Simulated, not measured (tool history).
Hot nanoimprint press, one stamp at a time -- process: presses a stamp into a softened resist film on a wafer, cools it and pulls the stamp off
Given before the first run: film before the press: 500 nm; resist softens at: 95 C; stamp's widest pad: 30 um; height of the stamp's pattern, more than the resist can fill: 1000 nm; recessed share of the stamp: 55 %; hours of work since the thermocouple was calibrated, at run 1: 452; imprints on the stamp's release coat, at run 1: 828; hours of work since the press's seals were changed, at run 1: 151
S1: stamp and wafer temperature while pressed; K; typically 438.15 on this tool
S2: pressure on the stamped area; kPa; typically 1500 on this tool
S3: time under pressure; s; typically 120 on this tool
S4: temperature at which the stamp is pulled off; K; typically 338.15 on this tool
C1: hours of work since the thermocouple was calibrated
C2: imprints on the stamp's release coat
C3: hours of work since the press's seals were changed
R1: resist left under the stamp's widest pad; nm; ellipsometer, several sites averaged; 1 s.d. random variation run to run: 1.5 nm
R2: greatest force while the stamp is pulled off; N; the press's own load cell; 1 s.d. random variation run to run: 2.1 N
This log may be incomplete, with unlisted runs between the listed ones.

{"run": 1, "hour": 0.0, "S1": 438.15, "S2": 1500, "S3": 120, "S4": 338.15, "C1": 452, "C2": 828, "C3": 151, "R1": 254.7, "R2": 113}
{"run": 2, "hour": 68.8, "S1": 438.15, "S2": 1760, "S3": 120, "S4": 338.15, "C1": 506, "C2": 1125, "C3": 205, "R1": 240.9, "R2": 117}
{"hour": 105.7, "done": "plate thermocouple calibrated"}
{"run": 3, "hour": 112.2, "S1": 438.15, "S2": 1760, "S3": 120, "S4": 338.15, "C1": 5, "C2": 1299, "C3": 236, "R1": 227.7, "R2": 119}
{"hour": 137.7, "done": "stamp cleaned and given a new release coat"}
{"run": 4, "hour": 192.6, "S1": 443.15, "S2": 1500, "S3": 120, "S4": 338.15, "C1": 64, "C2": 236, "C3": 295, "R1": 213.4, "R2": 97}
{"run": 5, "hour": 250.8, "S1": 443.15, "S2": 1500, "S3": 120, "S4": 338.15, "C1": 109, "C2": 487, "C3": 340, "R1": 214.5, "R2": 102}
{"run": 6, "hour": 302.9, "S1": 439.15, "S2": 2110, "S3": 96, "S4": 338.15, "C1": 150, "C2": 712, "C3": 381, "R1": 226.0, "R2": 112}
{"run": 7, "hour": 361.5, "S1": 446.15, "S2": 1500, "S3": 120, "S4": 346.15, "C1": 196, "C2": 964, "C3": 427, "R1": 200.5, "R2": 103}
{"run": 8, "hour": 429.6, "S1": 446.15, "S2": 1500, "S3": 120, "S4": 346.15, "C1": 249, "C2": 1258, "C3": 481, "R1": 203.6, "R2": 108}
{"hour": 467.1, "done": "stamp cleaned and given a new release coat"}
{"run": 9, "hour": 486.2, "S1": 446.15, "S2": 1500, "S3": 120, "S4": 346.15, "C1": 289, "C2": 83, "C3": 520, "R1": 204.1, "R2": 88}

Estimate the outcome of run 10 from the log above:
{"run": 10, "hour": 561.0, "S1": 438.15, "S2": 920, "S3": 120, "S4": 341.15, "C1": 348, "C2": 405, "C3": 579, "R1": "?", "R2": "?"}

R1: 310.5 nm
R2: 98 N
If the tool had no hidden condition, the same run with the same run-to-run variation would have returned R1 297.5 nm, R2 89 N.
